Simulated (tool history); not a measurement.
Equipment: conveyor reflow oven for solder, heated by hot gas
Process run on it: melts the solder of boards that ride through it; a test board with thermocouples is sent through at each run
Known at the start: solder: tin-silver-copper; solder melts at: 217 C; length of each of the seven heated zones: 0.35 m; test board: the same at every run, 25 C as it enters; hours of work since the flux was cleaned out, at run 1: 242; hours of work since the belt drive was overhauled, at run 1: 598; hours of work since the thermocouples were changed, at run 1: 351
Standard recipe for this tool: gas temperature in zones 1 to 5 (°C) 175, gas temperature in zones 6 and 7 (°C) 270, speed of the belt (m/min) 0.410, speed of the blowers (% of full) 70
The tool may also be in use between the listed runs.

| run | hour | gas temperature in zones 1 to 5 (°C) | gas temperature in zones 6 and 7 (°C) | speed of the belt (m/min) | speed of the blowers (% of full) | hours of work since the flux was cleaned out | hours of work since the belt drive was overhauled | hours of work since the thermocouples were changed | highest temperature of the board (°C) | time above the solder's melting point (s) |
|---|---|---|---|---|---|---|---|---|---|---|
| 1 | 0.0 | 175 | 270 | 0.410 | 70 | 242 | 598 | 351 | 253.6 | 78.0 |
| 2 | 13.5 | 175 | 270 | 0.410 | 89 | 251 | 607 | 360 | 257.3 | 83.2 |
| 3 | 44.9 | 175 | 270 | 0.410 | 70 | 272 | 628 | 381 | 255.1 | 79.1 |
| 4 | 67.1 | 175 | 270 | 0.410 | 70 | 287 | 643 | 396 | 253.6 | 79.7 |
| 5 | 87.7 | 182 | 270 | 0.410 | 70 | 301 | 656 | 409 | 256.0 | 85.3 |
| 6 | 111.0 | 182 | 270 | 0.410 | 70 | 316 | 672 | 425 | 255.4 | 84.9 |
| 7 | 124.5 | 172 | 270 | 0.410 | 70 | 325 | 681 | 434 | 254.3 | 77.0 |
|  | 155.7 | flux residue cleaned out of gas plates and filters |
| 8 | 157.7 | 175 | 270 | 0.410 | 57 | 1 | 700 | 453 | 251.5 | 76.6 |
| 9 | 185.1 | 175 | 270 | 0.410 | 57 | 20 | 718 | 471 | 252.2 | 75.6 |
| 10 | 203.6 | 175 | 280 | 0.410 | 57 | 32 | 730 | 483 | 260.6 | 84.1 |
| 11 | 236.1 | 175 | 282 | 0.433 | 70 | 54 | 752 | 505 | 262.5 | 83.2 |
| 12 | 266.8 | 175 | 282 | 0.433 | 70 | 74 | 773 | 526 | 263.5 | 81.5 |
| 13 | 293.3 | 175 | 270 | 0.402 | 89 | 92 | 790 | 543 | 258.7 | 85.1 |
| 14 | 320.3 | 175 | 270 | 0.402 | 89 | 110 | 808 | 561 | 258.3 | 86.0 |
| 15 | 350.9 | 175 | 274 | 0.470 | 68 | 130 | 829 | 582 | 252.8 | 66.1 |
| 16 | 383.2 | 175 | 282 | 0.336 | 70 | 152 | 850 | 603 | 271.7 | 112.2 |
| 17 | 410.8 | 175 | 278 | 0.415 | 86 | 170 | 869 | 622 | 265.2 | 85.9 |
| 18 | 439.1 | 175 | 270 | 0.353 | 55 | 189 | 888 | 641 | 255.8 | 93.1 |
| 19 | 462.0 | 175 | 270 | 0.479 | 65 | 205 | 903 | 656 | 248.1 | 60.6 |

Branching from run 19: 5 alternative next runs. What would each branch give?
| A | 485.3 | 180 | 270 | 0.410 | 70 | 220 | 919 | 672 | ? | ? |
| B | 485.3 | 162 | 270 | 0.371 | 59 | 220 | 919 | 672 | ? | ? |
| C | 485.3 | 186 | 270 | 0.410 | 62 | 220 | 919 | 672 | ? | ? |
| D | 485.3 | 175 | 283 | 0.415 | 70 | 220 | 919 | 672 | ? | ? |
| E | 485.3 | 175 | 270 | 0.410 | 62 | 220 | 919 | 672 | ? | ? |

| run | highest temperature of the board (°C) | time above the solder's melting point (s) |
|---|---|---|
| A | 256.4 | 82.7 |
| B | 253.5 | 80.7 |
| C | 254.8 | 86.5 |
| D | 265.8 | 87.1 |
| E | 253.4 | 77.0 |
Take away the tool's hidden state, keep each run's random variation, and the runs would have read:
| run | highest temperature of the board (°C) | time above the solder's melting point (s) |
|---|---|---|
| A | 256.5 | 82.7 |
| B | 253.6 | 80.7 |
| C | 254.9 | 86.5 |
| D | 265.9 | 87.0 |
| E | 253.4 | 77.0 |
